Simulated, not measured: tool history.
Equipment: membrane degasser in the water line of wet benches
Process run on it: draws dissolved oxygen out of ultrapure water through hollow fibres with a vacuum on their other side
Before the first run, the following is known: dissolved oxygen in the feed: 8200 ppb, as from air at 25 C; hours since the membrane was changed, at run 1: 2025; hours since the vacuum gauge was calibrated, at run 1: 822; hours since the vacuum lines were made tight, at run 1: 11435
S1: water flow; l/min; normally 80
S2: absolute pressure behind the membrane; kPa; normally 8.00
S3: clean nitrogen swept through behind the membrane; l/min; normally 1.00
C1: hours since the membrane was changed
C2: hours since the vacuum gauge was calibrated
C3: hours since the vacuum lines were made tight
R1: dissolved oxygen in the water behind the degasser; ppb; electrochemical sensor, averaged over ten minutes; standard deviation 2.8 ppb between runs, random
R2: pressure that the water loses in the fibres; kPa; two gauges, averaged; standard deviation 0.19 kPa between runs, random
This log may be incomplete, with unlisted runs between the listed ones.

run	day	S1	S2	S3	C1	C2	C3	R1	R2
1	0.000	80	8.00	1.00	2025	822	11435	625.8	38.97
2	1.854	80	10.87	1.00	2069	866	11480	954.8	38.60
3	4.075	80	8.00	1.01	2123	919	11533	620.4	38.63
4	5.654	80	8.00	1.01	2161	957	11571	623.0	38.72
5	7.508	80	8.00	1.01	2205	1002	11615	621.8	38.62
6	9.304	80	8.00	1.00	2248	1045	11658	627.2	38.99
7	12.054	80	8.00	0.49	2314	1111	11724	925.2	38.71
8	13.867	80	8.00	0.49	2358	1154	11768	930.2	39.01
# day 15.217: seals of the vacuum lines changed
9	15.833	80	8.00	0.49	2403	1200	15	924.1	38.62
10	16.979	80	8.00	0.49	2430	1227	42	930.4	38.89
11	19.192	85	15.62	1.01	2483	1280	95	1516.0	40.74
12	21.629	124	7.55	1.66	2542	1339	154	639.5	59.72
13	23.692	99	6.65	0.98	2591	1388	203	555.9	47.93
14	25.450	99	6.65	0.98	2634	1430	246	560.3	48.12
15	27.471	99	6.65	0.98	2682	1479	294	556.3	47.94
16	29.133	99	6.65	0.98	2722	1519	334	562.1	47.51
17	30.575	80	4.90	0.41	2757	1553	369	386.0	38.74
18	32.721	70	11.82	1.00	2808	1605	420	965.5	34.04
19	34.079	115	13.77	1.79	2841	1638	453	1170.1	55.56

Forecast each of these 4 alternatives for the next run:
A	36.062	83	11.34	1.25	2888	1685	500	?	?
B	36.062	67	16.40	0.43	2888	1685	500	?	?
C	36.062	52	15.97	0.97	2888	1685	500	?	?
D	36.062	115	8.00	1.03	2888	1685	500	?	?

run	R1	R2
A	904.1	40.34
B	2208.8	32.79
C	1148.4	25.17
D	826.2	54.99
Stripped of hidden state, with their random variation kept, the same runs would have yielded:
run	R1	R2
A	903.9	40.32
B	2208.7	32.78
C	1148.3	25.16
D	825.9	54.97

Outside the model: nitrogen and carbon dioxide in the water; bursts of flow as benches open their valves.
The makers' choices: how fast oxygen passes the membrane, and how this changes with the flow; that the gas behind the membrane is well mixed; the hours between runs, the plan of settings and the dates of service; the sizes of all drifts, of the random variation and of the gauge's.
